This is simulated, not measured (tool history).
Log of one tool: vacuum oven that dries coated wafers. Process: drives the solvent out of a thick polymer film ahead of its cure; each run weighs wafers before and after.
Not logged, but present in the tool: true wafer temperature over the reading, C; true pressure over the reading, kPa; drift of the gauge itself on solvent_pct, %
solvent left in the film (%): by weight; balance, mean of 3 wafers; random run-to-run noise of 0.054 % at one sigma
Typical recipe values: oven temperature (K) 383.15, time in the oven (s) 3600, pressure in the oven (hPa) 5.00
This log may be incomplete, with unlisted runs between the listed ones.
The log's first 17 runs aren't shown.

run,hour,oven temperature (K),time in the oven (s),pressure in the oven (hPa),hours of work since the thermocouples were calibrated,hours of work since the vacuum gauge was cleaned of residue,solvent left in the film (%)
18,226.4,383.15,3600,5.00,137,287,2.08
19,238.6,383.15,3660,5.00,144,294,2.04
20,250.5,383.15,3660,5.00,152,302,1.95
21,262.4,383.15,3180,5.27,159,309,2.47
22,273.1,383.15,5040,5.00,166,315,1.44
23,285.8,383.15,4800,6.75,173,323,1.44
24,295.3,383.15,4800,6.75,179,329,1.38
25,312.8,372.15,2280,17.03,190,340,6.29
26,329.0,388.15,3420,8.36,200,350,1.67
27,346.5,388.15,3420,8.36,211,361,1.65
28,356.8,393.15,3420,3.14,217,367,0.84

Estimate the outcome of run 29 from the log above:
29,374.8,393.15,3420,3.14,228,378,?

solvent left in the film (%): 0.99
If the tool had no hidden condition, the same run with the same run-to-run variation would have returned solvent left in the film (%) 0.91.
